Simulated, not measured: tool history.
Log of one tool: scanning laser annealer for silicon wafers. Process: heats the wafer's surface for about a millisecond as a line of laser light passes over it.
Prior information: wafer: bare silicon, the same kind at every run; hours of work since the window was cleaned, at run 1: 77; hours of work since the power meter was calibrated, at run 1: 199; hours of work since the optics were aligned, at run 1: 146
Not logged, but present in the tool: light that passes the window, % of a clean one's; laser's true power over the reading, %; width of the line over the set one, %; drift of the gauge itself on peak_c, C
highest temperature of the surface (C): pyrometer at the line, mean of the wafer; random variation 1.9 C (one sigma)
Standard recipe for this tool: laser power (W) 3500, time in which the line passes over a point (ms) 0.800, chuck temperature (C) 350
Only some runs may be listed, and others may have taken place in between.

run	hour	laser power (W)	time in which the line passes over a point (ms)	chuck temperature (C)	hours of work since the window was cleaned	hours of work since the power meter was calibrated	hours of work since the optics were aligned	highest temperature of the surface (C)
1	0.0	3500	0.800	350	77	199	146	1189
2	8.2	3500	0.800	350	83	205	151	1190
3	17.7	3500	0.800	350	89	211	158	1189
4	31.7	3500	0.800	350	99	220	167	1189
5	40.3	3500	0.735	350	104	226	173	1156
6	54.3	3500	0.735	350	114	236	182	1157
7	60.8	3500	0.735	350	118	240	187	1156
8	74.7	3500	0.735	350	128	249	196	1153
9	88.3	3500	0.735	350	137	258	205	1155
10	95.2	3500	0.735	350	141	263	210	1159
11	108.1	3500	0.735	350	150	272	219	1161
12	118.1	3500	0.735	350	157	278	225	1157
13	125.7	3500	0.948	350	162	283	230	1260
14	133.8	3500	0.948	350	167	289	236	1262
15	141.0	3500	0.948	350	172	294	241	1260
16	151.7	3500	0.878	350	179	301	248	1229
17	160.0	3500	0.800	350	185	307	253	1188
18	172.4	3500	0.800	350	193	315	262	1192
19	181.9	3500	0.800	350	200	321	268	1187
20	190.8	3500	0.800	350	206	327	274	1188
21	199.6	3500	0.649	350	212	333	280	1111
22	213.2	3522	0.800	314	221	342	289	1162
23	223.7	3171	0.717	314	228	349	296	1016
24	230.4	3171	0.784	337	232	354	301	1069
25	242.7	3618	0.822	368	240	362	309	1257
26	250.1	3487	0.601	347	245	367	314	1074
27	260.1	3500	0.982	369	252	374	321	1294
28	266.2	3793	0.982	369	256	378	325	1396
29	279.0	3533	0.750	369	265	386	333	1194
30	292.6	3533	0.615	318	274	396	343	1068
31	301.7	3699	0.955	317	280	402	349	1301
32	311.0	3097	0.640	346	286	408	355	991
33	321.2	3052	0.822	381	293	415	362	1091
34	334.9	3052	0.822	381	302	424	371	1091
35	341.8	2980	0.576	322	307	429	376	902
36	349.3	3356	0.847	383	312	434	381	1202
37	356.2	3500	0.913	350	317	438	385	1243
38	370.2	3500	0.913	350	326	448	395	1243
39	382.6	3511	0.913	350	334	456	403	1249
40	392.5	3511	0.913	350	341	463	410	1249

5 options for the next run, each taken on its own from the tool as it stands now. Forecast them:
A	401.4	2998	0.681	389	347	469	416	?
B	401.4	3511	0.913	311	347	469	416	?
C	401.4	3511	0.913	376	347	469	416	?
D	401.4	3767	0.586	315	347	469	416	?
E	401.4	3673	0.712	388	347	469	416	?

run	highest temperature of the surface (C)
A	1026
B	1210
C	1275
D	1111
E	1231
Stripped of hidden state, with their random variation kept, the same runs would have yielded:
run	highest temperature of the surface (C)
A	1026
B	1210
C	1276
D	1112
E	1232
